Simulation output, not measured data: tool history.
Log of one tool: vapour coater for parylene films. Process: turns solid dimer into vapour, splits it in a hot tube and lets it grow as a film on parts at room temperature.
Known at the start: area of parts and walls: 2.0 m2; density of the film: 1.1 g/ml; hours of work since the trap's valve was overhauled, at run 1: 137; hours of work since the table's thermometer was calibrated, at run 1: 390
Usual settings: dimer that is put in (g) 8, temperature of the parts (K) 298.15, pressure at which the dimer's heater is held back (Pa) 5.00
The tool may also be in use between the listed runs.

run   hour  dimer that is put in (g)  temperature of the parts (K)  pressure at which the dimer's heater is held back (Pa)  hours of work since the trap's valve was overhauled  hours of work since the table's thermometer was calibrated  thickness of the film (um)
  1    0.0                         8                        298.15                                                    5.00                                                  137                                                         390                        2.65
  2   15.7                         6                        298.15                                                    5.00                                                  151                                                         404                        2.00
  3   26.3                         6                        298.15                                                    5.00                                                  160                                                         414                        1.95
  4   39.3                         6                        298.15                                                    5.00                                                  172                                                         425                        1.98
  5   55.4                         6                        298.15                                                    5.00                                                  186                                                         439                        1.97
  6   64.7                         6                        298.15                                                    5.00                                                  194                                                         447                        1.98
  7   75.2                         3                        298.15                                                    5.00                                                  203                                                         457                        0.97
  8   82.5                         8                        298.15                                                    5.00                                                  210                                                         463                        2.62
  9   91.9                         8                        298.15                                                    4.25                                                  218                                                         471                        2.69
 10  108.4                        12                        298.15                                                    4.25                                                  233                                                         486                        3.95
 11  125.3                        12                        298.15                                                    4.25                                                  247                                                         501                        3.99
 12  134.2                         3                        300.15                                                    2.33                                                  255                                                         509                        1.00
 13  146.7                         3                        296.15                                                   11.19                                                  266                                                         520                        1.00
 14  155.1                         3                        296.15                                                   11.19                                                  274                                                         527                        0.96
 15  168.7                         9                        292.15                                                    5.15                                                  286                                                         539                        3.87
 16  184.2                         9                        298.15                                                    3.90                                                  299                                                         553                        3.03
 17  199.7                         9                        298.15                                                    2.38                                                  313                                                         567                        3.19
 18  211.7                         4                        298.15                                                   11.85                                                  324                                                         577                        1.22
 19  221.2                         4                        298.15                                                   11.85                                                  332                                                         586                        1.22
 20  238.7                         4                        298.15                                                   11.85                                                  348                                                         601                        1.19
 21  246.7                         4                        298.15                                                   11.85                                                  355                                                         608                        1.19

Forecast each of these 3 alternatives for the next run:
  A  254.9                         6                        293.15                                                    3.52                                                  362                                                         615                           ?
  B  254.9                         5                        298.15                                                    3.71                                                  362                                                         615                           ?
  C  254.9                         5                        291.15                                                    2.98                                                  362                                                         615                           ?

run  thickness of the film (um)
  A                        2.54
  B                        1.66
  C                        2.14
Without the tool's hidden state the same runs would have given:
run  thickness of the film (um)
  A                        2.61
  B                        1.70
  C                        2.22

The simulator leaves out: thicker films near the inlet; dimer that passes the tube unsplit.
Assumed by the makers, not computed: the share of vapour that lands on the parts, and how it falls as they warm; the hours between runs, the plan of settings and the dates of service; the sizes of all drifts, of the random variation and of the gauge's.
